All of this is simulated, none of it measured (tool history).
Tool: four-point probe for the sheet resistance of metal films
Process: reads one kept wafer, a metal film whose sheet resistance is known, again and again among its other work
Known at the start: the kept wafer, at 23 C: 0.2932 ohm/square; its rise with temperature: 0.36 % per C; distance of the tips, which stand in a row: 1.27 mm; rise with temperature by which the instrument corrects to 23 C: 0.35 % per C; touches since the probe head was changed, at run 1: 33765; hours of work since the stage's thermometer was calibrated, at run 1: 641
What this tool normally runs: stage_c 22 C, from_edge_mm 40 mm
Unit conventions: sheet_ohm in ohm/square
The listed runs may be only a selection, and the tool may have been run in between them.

run	day	stage_c	from_edge_mm	touches since the probe head was changed	hours of work since the stage's thermometer was calibrated	sheet_ohm
1	0.000	22	40	33765	641	0.294414
2	2.358	22	40	34678	670	0.294337
3	5.638	22	40	35950	711	0.294252
4	9.125	22	40	37301	754	0.294251
5	11.121	22	40	38075	779	0.294260
6	15.117	22	16	39622	828	0.295045
7	17.438	22	16	40522	857	0.295014

The next listed run, before its measurement:
8	19.325	22	40	41253	881	?

{"run 8": {"sheet_ohm": 0.294084}}
If the tool had no hidden condition, the same run with the same run-to-run variation would have returned sheet_ohm 0.293242 ohm/square.
